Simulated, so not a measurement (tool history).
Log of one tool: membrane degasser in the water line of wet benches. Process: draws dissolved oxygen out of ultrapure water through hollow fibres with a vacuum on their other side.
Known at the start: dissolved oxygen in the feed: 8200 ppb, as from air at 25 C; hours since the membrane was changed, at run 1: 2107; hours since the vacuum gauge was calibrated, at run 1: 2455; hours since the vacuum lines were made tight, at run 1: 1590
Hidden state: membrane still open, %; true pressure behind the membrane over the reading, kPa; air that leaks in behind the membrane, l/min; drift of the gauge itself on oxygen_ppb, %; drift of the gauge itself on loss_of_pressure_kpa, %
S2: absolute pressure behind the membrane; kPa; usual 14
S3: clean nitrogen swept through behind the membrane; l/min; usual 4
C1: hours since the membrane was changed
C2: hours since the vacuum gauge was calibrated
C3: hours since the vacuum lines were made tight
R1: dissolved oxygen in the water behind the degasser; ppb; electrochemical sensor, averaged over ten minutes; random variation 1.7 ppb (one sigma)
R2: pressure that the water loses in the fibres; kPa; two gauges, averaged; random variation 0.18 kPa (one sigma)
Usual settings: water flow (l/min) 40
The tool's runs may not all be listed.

Run 1, day 0: usual settings; C1 2107; C2 2455; C3 1590. Result: R1 263 ppb, R2 31.62 kPa.
Run 2, day 2.604: usual settings; C1 2170; C2 2518; C3 1653. Result: R1 260.1 ppb, R2 31.92 kPa.
Run 3, day 4.05: usual settings; C1 2205; C2 2552; C3 1687. Result: R1 260.6 ppb, R2 32.07 kPa.
Run 4, day 6.321: usual settings; C1 2259; C2 2607; C3 1742. Result: R1 261.8 ppb, R2 31.82 kPa.
Run 5, day 8.638: usual settings; C1 2315; C2 2663; C3 1798. Result: R1 258.3 ppb, R2 32.06 kPa.
Run 6, day 11.042: usual settings but S3 2.96 l/min; C1 2373; C2 2720; C3 1855. Result: R1 337.4 ppb, R2 31.81 kPa.
Run 7, day 12.133: usual settings but S3 2.96 l/min; C1 2399; C2 2746; C3 1881. Result: R1 338.7 ppb, R2 31.88 kPa.
Run 8, day 13.671: usual settings but S3 2.96 l/min; C1 2436; C2 2783; C3 1918. Result: R1 337.2 ppb, R2 31.79 kPa.
Run 9, day 15.629: usual settings; C1 2483; C2 2830; C3 1965. Result: R1 262.1 ppb, R2 32.07 kPa.
Run 10, day 17.596: usual settings; C1 2530; C2 2877; C3 2012. Result: R1 261.7 ppb, R2 31.92 kPa.
Run 11, day 19.375: usual settings; C1 2572; C2 2920; C3 2055. Result: R1 258.9 ppb, R2 32 kPa.
Run 12, day 21.05: usual settings but water flow (l/min) 30; C1 2613; C2 2960; C3 2095. Result: R1 195.2 ppb, R2 24.05 kPa.
Run 13, day 23.542: usual settings but water flow (l/min) 30; C1 2673; C2 3020; C3 2155. Result: R1 195 ppb, R2 24.02 kPa.
Run 14, day 25.746: usual settings but water flow (l/min) 30; C1 2725; C2 3073; C3 2208. Result: R1 198.1 ppb, R2 24.08 kPa.
Run 15, day 27.979: usual settings but S3 10.26 l/min; C1 2779; C2 3127; C3 2262. Result: R1 112.9 ppb, R2 31.98 kPa.
Run 16, day 30.038: usual settings but S3 10.26 l/min; C1 2828; C2 3176; C3 2311. Result: R1 113.6 ppb, R2 31.97 kPa.
Run 17, day 31.442: usual settings but S3 10.26 l/min; C1 2862; C2 3210; C3 2345. Result: R1 111.6 ppb, R2 32.42 kPa.
Run 18, day 33.912: usual settings but water flow (l/min) 49, S2 14.2 kPa; C1 2921; C2 3269; C3 2404. Result: R1 337.3 ppb, R2 39.47 kPa.
Run 19, day 35.671: usual settings but water flow (l/min) 28, S2 10.8 kPa; C1 2964; C2 3311; C3 2446. Result: R1 130 ppb, R2 22.55 kPa.
Run 20, day 36.979: usual settings but water flow (l/min) 46, S2 18.7 kPa, S3 10.85 l/min; C1 2995; C2 3343; C3 2478. Result: R1 177.4 ppb, R2 37.04 kPa.
Run 21, day 39.362: usual settings but S2 32.8 kPa; C1 3052; C2 3400; C3 2535. Result: R1 657.9 ppb, R2 32.11 kPa.
Run 22, day 40.717: usual settings but water flow (l/min) 39, S2 19.5 kPa, S3 3.56 l/min; C1 3085; C2 3432; C3 2567. Result: R1 411.6 ppb, R2 31.43 kPa.
Run 23, day 43.288: usual settings but water flow (l/min) 39, S2 19.5 kPa, S3 3.56 l/min; C1 3146; C2 3494; C3 2629. Result: R1 414.9 ppb, R2 31.64 kPa.
Run 24, day 44.85: usual settings but water flow (l/min) 39, S2 19.5 kPa, S3 3.56 l/min; C1 3184; C2 3532; C3 2667. Result: R1 416 ppb, R2 31.07 kPa.
Run 25, day 47.288: usual settings but water flow (l/min) 36, S2 14.7 kPa, S3 3.56 l/min; C1 3242; C2 3590; C3 2725. Result: R1 275.9 ppb, R2 29.2 kPa.
Run 26, day 49.654: usual settings but S3 4.24 l/min; C1 3299; C2 3647; C3 2782. Result: R1 247.8 ppb, R2 32.33 kPa.
Run 27, day 51.862: usual settings but water flow (l/min) 26, S3 7.44 l/min; C1 3352; C2 3700; C3 2835. Result: R1 95.5 ppb, R2 20.88 kPa.
Run 28, day 53.292: usual settings but water flow (l/min) 46; C1 3386; C2 3734; C3 2869. Result: R1 302.8 ppb, R2 37.21 kPa.
Run 29, day 55.962: usual settings but water flow (l/min) 28, S2 16.2 kPa; C1 3451; C2 3798; C3 2933. Result: R1 220.4 ppb, R2 22.66 kPa.
Run 30, day 57.383: usual settings but water flow (l/min) 31, S2 9.9 kPa, S3 11.93 l/min; C1 3485; C2 3832; C3 2967. Result: R1 46.4 ppb, R2 24.79 kPa.
Run 31, day 59.012: usual settings but S3 10.05 l/min; C1 3524; C2 3872; C3 3007. Result: R1 116.1 ppb, R2 32.17 kPa.
Run 32, day 61.55: usual settings but water flow (l/min) 45, S2 21.3 kPa, S3 2.48 l/min; C1 3585; C2 3932; C3 3067. Result: R1 697.8 ppb, R2 36.51 kPa.
Run 33, day 62.988: usual settings but water flow (l/min) 37; C1 3619; C2 3967; C3 3102. Result: R1 239.8 ppb, R2 30.15 kPa.

Some steps in R1 between neighbouring runs. How much of each would the tool show without its hidden state too (settings, what came in, random variation), and how much is left for the hidden state, with any gauge scatter that isn't in both results?
Run 17 -> 18: water flow (l/min) 40 -> 49, S2 14 -> 14.2, S3 10.26 -> 4. R1 +225.7 ppb: hidden state +5, all else +220.7.
Run 20 -> 21: water flow (l/min) 46 -> 40, S2 18.7 -> 32.8, S3 10.85 -> 4. R1 +480.5 ppb: hidden state +3.2, all else +477.3.
Run 27 -> 28: water flow (l/min) 26 -> 46, S3 7.44 -> 4. R1 +207.3 ppb: hidden state +5.6, all else +201.7.
Run 31 -> 32: water flow (l/min) 40 -> 45, S2 14 -> 21.3, S3 10.05 -> 2.48. R1 +581.7 ppb: hidden state +7.1, all else +574.6.
Run 32 -> 33: water flow (l/min) 45 -> 37, S2 21.3 -> 14, S3 2.48 -> 4. R1 -458 ppb: hidden state -5, all else -453.

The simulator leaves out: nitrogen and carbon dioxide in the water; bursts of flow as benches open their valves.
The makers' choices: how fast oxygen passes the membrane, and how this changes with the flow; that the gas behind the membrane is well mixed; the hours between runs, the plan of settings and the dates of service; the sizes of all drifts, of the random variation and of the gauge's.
